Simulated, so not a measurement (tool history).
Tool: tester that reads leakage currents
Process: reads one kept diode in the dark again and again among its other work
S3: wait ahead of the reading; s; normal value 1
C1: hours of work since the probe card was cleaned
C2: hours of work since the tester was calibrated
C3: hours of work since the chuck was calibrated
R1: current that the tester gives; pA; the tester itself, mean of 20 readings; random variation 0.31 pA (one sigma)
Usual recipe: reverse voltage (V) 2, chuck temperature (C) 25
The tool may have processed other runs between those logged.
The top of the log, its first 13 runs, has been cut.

run 14 hour=2871.9 | reverse_voltage_(V)=3.28 chuck_temperature_(C)=25 S3=5.87 | C1=2322 C2=2697 C3=383 | R1=129.55
run 15 hour=3092 | reverse_voltage_(V)=2 chuck_temperature_(C)=25 S3=0.84 | C1=2420 C2=2795 C3=480 | R1=101.29
run 16 hour=3272.9 | reverse_voltage_(V)=2 chuck_temperature_(C)=25 S3=1 | C1=2500 C2=2875 C3=561 | R1=101.33
run 17 hour=3440.7 | reverse_voltage_(V)=2 chuck_temperature_(C)=25 S3=1 | C1=2575 C2=2950 C3=635 | R1=101.16
-- hour=3578.5 probe card cleaned and baked
run 18 hour=3715.3 | reverse_voltage_(V)=1.58 chuck_temperature_(C)=25 S3=1 | C1=61 C2=3070 C3=755 | R1=89.41
run 19 hour=3967.4 | reverse_voltage_(V)=1.58 chuck_temperature_(C)=25 S3=1 | C1=173 C2=3182 C3=867 | R1=90
run 20 hour=4085.8 | reverse_voltage_(V)=1.58 chuck_temperature_(C)=25 S3=1 | C1=225 C2=3234 C3=920 | R1=89.92
run 21 hour=4206.9 | reverse_voltage_(V)=1.58 chuck_temperature_(C)=25 S3=1 | C1=279 C2=3288 C3=973 | R1=90.25
-- hour=4259.1 chuck's temperature calibrated
run 22 hour=4400.2 | reverse_voltage_(V)=1.58 chuck_temperature_(C)=25 S3=1 | C1=364 C2=3373 C3=63 | R1=89.86
run 23 hour=4609.4 | reverse_voltage_(V)=1.58 chuck_temperature_(C)=25 S3=1 | C1=456 C2=3466 C3=155 | R1=90
run 24 hour=4821.2 | reverse_voltage_(V)=8.77 chuck_temperature_(C)=25 S3=9.2 | C1=550 C2=3560 C3=249 | R1=212.27

What will run 25 give?
run 25 hour=4965.6 | reverse_voltage_(V)=1.95 chuck_temperature_(C)=45 S3=1 | C1=614 C2=3624 C3=313 | R1=?

{"run 25": {"R1": 472.86}}
If the tool had no hidden condition, the same run with the same run-to-run variation would have returned R1 472.75 pA.

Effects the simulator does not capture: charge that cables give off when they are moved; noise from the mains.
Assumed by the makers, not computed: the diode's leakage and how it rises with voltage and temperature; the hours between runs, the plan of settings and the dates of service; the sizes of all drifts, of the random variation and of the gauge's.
